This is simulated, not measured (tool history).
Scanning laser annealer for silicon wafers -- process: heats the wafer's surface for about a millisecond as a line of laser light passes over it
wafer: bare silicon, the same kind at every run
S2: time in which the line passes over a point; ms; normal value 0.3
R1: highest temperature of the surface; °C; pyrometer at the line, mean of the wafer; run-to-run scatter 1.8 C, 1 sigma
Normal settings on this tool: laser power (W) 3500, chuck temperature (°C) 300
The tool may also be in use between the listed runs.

Run 1, day 0: usual settings. Result: R1 1029 °C.
Run 2, day 0.408: usual settings. Result: R1 1028 °C.
Run 3, day 0.975: usual settings. Result: R1 1031 °C.
Run 4, day 1.442: usual settings. Result: R1 1031 °C.
Run 5, day 2.042: usual settings but laser power (W) 3714. Result: R1 1068 °C.
Run 6, day 2.596: usual settings. Result: R1 1030 °C.
Run 7, day 3.121: usual settings. Result: R1 1031 °C.
Run 8, day 3.558: usual settings. Result: R1 1030 °C.
Run 9, day 4.071: usual settings but laser power (W) 3645. Result: R1 1054 °C.
Run 10, day 4.588: usual settings but laser power (W) 3645. Result: R1 1055 °C.
Run 11, day 4.975: usual settings but S2 0.319 ms. Result: R1 1053 °C.
Run 12, day 5.488: usual settings but laser power (W) 3576. Result: R1 1038 °C.
Run 13, day 5.938: usual settings but laser power (W) 3576. Result: R1 1040 °C.
At day 6.088: window over the wafer cleaned.
Run 14, day 6.458: usual settings but laser power (W) 3839, S2 0.281 ms. Result: R1 1052 °C.
Run 15, day 7.071: usual settings but laser power (W) 3839, S2 0.281 ms. Result: R1 1054 °C.
Run 16, day 7.558: usual settings but laser power (W) 3285, S2 0.285 ms, chuck temperature (°C) 325. Result: R1 985 °C.
At day 7.946: window over the wafer cleaned, once more.
Run 17, day 8.417: usual settings but laser power (W) 3086, S2 0.355 ms, chuck temperature (°C) 317. Result: R1 1040 °C.
Run 18, day 9.017: usual settings but laser power (W) 3086, S2 0.318 ms, chuck temperature (°C) 333. Result: R1 1014 °C.
Run 19, day 9.621: usual settings but laser power (W) 3086, S2 0.318 ms, chuck temperature (°C) 333. Result: R1 1016 °C.
Run 20, day 10.008: usual settings but laser power (W) 3617, S2 0.234 ms, chuck temperature (°C) 297. Result: R1 966 °C.
Run 21, day 10.8: usual settings but S2 0.301 ms. Result: R1 1045 °C.
Run 22, day 11.45: usual settings but S2 0.301 ms. Result: R1 1042 °C.

Predict each of these 3 candidate next runs independently; none follows another, all start after run 22:
Run A, day 12.183: usual settings but laser power (W) 3524, S2 0.301 ms, chuck temperature (°C) 328. Result: R1 ?.
Run B, day 12.183: usual settings but laser power (W) 2979, S2 0.225 ms, chuck temperature (°C) 294. Result: R1 ?.
Run C, day 12.183: usual settings but chuck temperature (°C) 315. Result: R1 ?.

run    R1
  A  1074
  B   837
  C  1056
With no hidden state in the tool, these same runs would have given:
run    R1
  A  1076
  B   839
  C  1058
